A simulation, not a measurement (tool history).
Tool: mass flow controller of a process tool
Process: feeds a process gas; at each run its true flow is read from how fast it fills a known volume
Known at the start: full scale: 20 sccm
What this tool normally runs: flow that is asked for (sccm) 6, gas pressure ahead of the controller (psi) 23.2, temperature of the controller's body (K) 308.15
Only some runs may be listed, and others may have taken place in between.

run    hour  flow that is asked for (sccm)  gas pressure ahead of the controller (psi)  temperature of the controller's body (K)  true flow (%)
  1       0                              6                                        23.2                                    308.15          95.82
  2    99.9                              6                                        23.2                                    308.15          95.71
  3   297.6                              6                                        23.2                                    308.15          95.83
  4   446.2                              6                                        23.2                                    309.15          95.47
  5   626.5                              6                                        23.2                                    308.15          95.56
  6   762.6                             14                                        23.2                                    308.15          97.34
  7   905.6                             14                                        23.2                                    308.15          97.27
  8  1059.6                             14                                        23.2                                    308.15          97.25
  9  1234.2                             14                                        23.2                                    308.15          97.23
 10  1322.1                              6                                        23.2                                    308.15          95.34
 11    1501                              5                                        23.2                                    308.15          95.09
 12  1614.8                              5                                        23.2                                    308.15          95.02
 13    1803                              5                                        23.2                                    308.15          94.93
 14  1934.7                              5                                        23.2                                    304.15          95.34
 15  2071.3                              5                                        23.2                                    304.15          95.31
 16  2225.9                             18                                        25.2                                    300.15          98.85
 17  2394.3                             18                                        25.2                                    300.15          98.78
 18    2508                             18                                        25.2                                    300.15          98.76
 19  2651.9                             18                                        25.2                                    300.15          98.77
 20  2783.2                             18                                        25.2                                    300.15          98.62
 21  2910.6                             18                                        25.2                                    300.15          98.73
 22  3022.5                              3                                          21                                    297.15          94.55
 23  3217.5                              6                                        23.6                                    298.15          95.97

How would selected steps in true flow (%) from run to run divide? Give the signed amount a tool lacking its hidden state would still show from settings, what came in and random variation, and the signed amount left for the hidden state, including any gauge scatter that is not in both of the compared results.
The tool's hidden condition here consists of: flow at rest that the sensor doesn't see, % of full scale; true flow over the shown one, %; drift of the gauge itself on true_pct, %.
Run 15 -> 16: flow that is asked for (sccm) 5 -> 18, gas pressure ahead of the controller (psi) 23.2 -> 25.2, temperature of the controller's body (K) 304.15 -> 300.15. true flow (%) +3.54: hidden state +0.87, all else +2.67.
Run 21 -> 22: flow that is asked for (sccm) 18 -> 3, gas pressure ahead of the controller (psi) 25.2 -> 21, temperature of the controller's body (K) 300.15 -> 297.15. true flow (%) -4.18: hidden state -2.1, all else -2.08.
Run 22 -> 23: flow that is asked for (sccm) 3 -> 6, gas pressure ahead of the controller (psi) 21 -> 23.6, temperature of the controller's body (K) 297.15 -> 298.15. true flow (%) +1.42: hidden state +1.19, all else +0.23.
